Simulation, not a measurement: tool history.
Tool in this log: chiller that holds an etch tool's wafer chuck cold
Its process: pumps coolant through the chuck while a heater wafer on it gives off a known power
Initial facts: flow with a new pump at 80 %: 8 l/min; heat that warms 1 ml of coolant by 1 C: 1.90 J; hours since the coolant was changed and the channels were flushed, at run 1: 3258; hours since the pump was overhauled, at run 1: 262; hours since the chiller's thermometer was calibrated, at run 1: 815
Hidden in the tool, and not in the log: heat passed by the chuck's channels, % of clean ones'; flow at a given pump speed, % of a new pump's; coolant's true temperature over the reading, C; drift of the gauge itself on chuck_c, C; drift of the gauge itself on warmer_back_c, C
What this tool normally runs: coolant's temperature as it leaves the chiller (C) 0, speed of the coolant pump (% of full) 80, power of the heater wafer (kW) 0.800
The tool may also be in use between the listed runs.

| run | day | coolant's temperature as it leaves the chiller (C) | speed of the coolant pump (% of full) | power of the heater wafer (kW) | hours since the coolant was changed and the channels were flushed | hours since the pump was overhauled | hours since the chiller's thermometer was calibrated | chuck's temperature once it has settled (C) | how much warmer the coolant comes back (C) |
|---|---|---|---|---|---|---|---|---|---|
| 1 | 0.000 | 0 | 80 | 0.800 | 3258 | 262 | 815 | 6.7 | 3.11 |
| 2 | 2.188 | 0 | 80 | 0.409 | 3310 | 315 | 867 | 3.5 | 1.59 |
| 3 | 4.175 | 0 | 85 | 0.409 | 3358 | 362 | 915 | 3.2 | 1.49 |
| 4 | 6.038 | 0 | 79 | 0.800 | 3403 | 407 | 959 | 6.7 | 3.27 |
| 5 | 7.296 | 0 | 79 | 0.800 | 3433 | 437 | 990 | 6.8 | 3.29 |
| 6 | 9.379 | 0 | 79 | 0.800 | 3483 | 487 | 1040 | 6.8 | 3.28 |
| 7 | 12.050 | 0 | 79 | 0.800 | 3547 | 551 | 1104 | 6.8 | 3.27 |
| 8 | 14.325 | 0 | 79 | 0.800 | 3601 | 606 | 1158 | 6.8 | 3.23 |
| 9 | 16.538 | 0 | 79 | 0.800 | 3655 | 659 | 1211 | 6.8 | 3.26 |
| 10 | 18.483 | 0 | 80 | 0.800 | 3701 | 706 | 1258 | 6.6 | 3.24 |
| 11 | 20.567 | 0 | 80 | 0.800 | 3751 | 756 | 1308 | 6.7 | 3.25 |
| 12 | 23.258 | 0 | 80 | 0.800 | 3816 | 821 | 1373 | 6.7 | 3.24 |
| 13 | 24.612 | 0 | 80 | 0.800 | 3848 | 853 | 1405 | 6.8 | 3.31 |
| 14 | 26.738 | 0 | 95 | 0.800 | 3899 | 904 | 1456 | 5.9 | 2.82 |
| 15 | 29.512 | 0 | 95 | 0.800 | 3966 | 971 | 1523 | 5.9 | 2.81 |
| 16 | 31.250 | 0 | 95 | 0.800 | 4008 | 1012 | 1565 | 5.9 | 2.79 |
| 17 | 33.746 | 0 | 95 | 0.800 | 4068 | 1072 | 1624 | 5.9 | 2.81 |
| 18 | 36.546 | 0 | 81 | 0.535 | 4135 | 1139 | 1692 | 4.3 | 2.25 |
| 19 | 37.992 | 0 | 69 | 0.436 | 4169 | 1174 | 1726 | 4.2 | 2.26 |
| 20 | 40.275 | 0 | 69 | 0.436 | 4224 | 1229 | 1781 | 3.9 | 2.25 |
| 21 | 41.975 | 0 | 61 | 0.448 | 4265 | 1270 | 1822 | 4.8 | 2.55 |
| 22 | 43.483 | 0 | 61 | 0.448 | 4301 | 1306 | 1858 | 4.6 | 2.54 |
| 23 | 45.854 | 1 | 84 | 0.729 | 4358 | 1363 | 1915 | 6.8 | 2.98 |
| 24 | 47.758 | -4 | 92 | 0.501 | 4404 | 1408 | 1961 | -0.3 | 1.92 |
| 25 | 49.650 | -4 | 92 | 0.501 | 4449 | 1454 | 2006 | -0.3 | 1.91 |
| 26 | 51.312 | -6 | 73 | 0.460 | 4489 | 1494 | 2046 | -1.8 | 2.25 |
| 27 | 53.783 | 3 | 80 | 0.800 | 4548 | 1553 | 2105 | 9.8 | 3.45 |
| 28 | 55.554 | -6 | 80 | 0.699 | 4591 | 1596 | 2148 | 0.0 | 3.04 |

What will run 29 give?
| 29 | 58.121 | -6 | 80 | 0.699 | 4653 | 1657 | 2209 | ? | ? |

For run 29 the tool returned chuck's temperature once it has settled (C) -0.1, how much warmer the coolant comes back (C) 3.11.
Without the tool's hidden state the same run would have given chuck's temperature once it has settled (C) -0.1, how much warmer the coolant comes back (C) 2.82.
